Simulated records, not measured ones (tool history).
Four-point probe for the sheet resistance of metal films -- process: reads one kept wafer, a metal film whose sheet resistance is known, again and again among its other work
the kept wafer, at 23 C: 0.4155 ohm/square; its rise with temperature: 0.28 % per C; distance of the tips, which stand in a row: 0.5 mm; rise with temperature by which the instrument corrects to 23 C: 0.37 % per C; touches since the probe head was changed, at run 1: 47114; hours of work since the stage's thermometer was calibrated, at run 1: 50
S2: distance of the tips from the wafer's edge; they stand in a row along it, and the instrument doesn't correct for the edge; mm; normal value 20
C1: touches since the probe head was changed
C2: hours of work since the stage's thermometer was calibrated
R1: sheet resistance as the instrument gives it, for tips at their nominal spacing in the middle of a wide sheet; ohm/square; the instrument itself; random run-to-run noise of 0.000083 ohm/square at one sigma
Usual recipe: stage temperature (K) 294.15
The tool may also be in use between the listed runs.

run 1 day=0 | stage_temperature_(K)=294.15 S2=20 | C1=47114 C2=50 | R1=0.419548
run 2 day=2.179 | stage_temperature_(K)=294.15 S2=20 | C1=48329 C2=79 | R1=0.41935
run 3 day=4.967 | stage_temperature_(K)=294.15 S2=20 | C1=49880 C2=117 | R1=0.419652
run 4 day=7.079 | stage_temperature_(K)=294.15 S2=20 | C1=51056 C2=146 | R1=0.419509
run 5 day=8.425 | stage_temperature_(K)=294.15 S2=20 | C1=51808 C2=165 | R1=0.4197
run 6 day=9.796 | stage_temperature_(K)=308.15 S2=4 | C1=52569 C2=183 | R1=0.417516
run 7 day=12.575 | stage_temperature_(K)=308.15 S2=4 | C1=54117 C2=221 | R1=0.417581
run 8 day=15.308 | stage_temperature_(K)=304.15 S2=50 | C1=55640 C2=259 | R1=0.415718
run 9 day=18.008 | stage_temperature_(K)=298.15 S2=48 | C1=57144 C2=296 | R1=0.418149
run 10 day=20.2 | stage_temperature_(K)=298.15 S2=48 | C1=58365 C2=326 | R1=0.418029

Predict each of these 3 candidate next runs independently; none follows another, all start after run 10:
run A day=21.425 | stage_temperature_(K)=306.15 S2=43 | C1=59046 C2=343 | R1=?
run B day=21.425 | stage_temperature_(K)=298.15 S2=31 | C1=59046 C2=343 | R1=?
run C day=21.425 | stage_temperature_(K)=304.15 S2=5 | C1=59046 C2=343 | R1=?

run=A R1=0.415063
run=B R1=0.41814
run=C R1=0.418044
Take away the tool's hidden state, keep each run's random variation, and the runs would have read:
run=A R1=0.411704
run=B R1=0.414752
run=C R1=0.414661
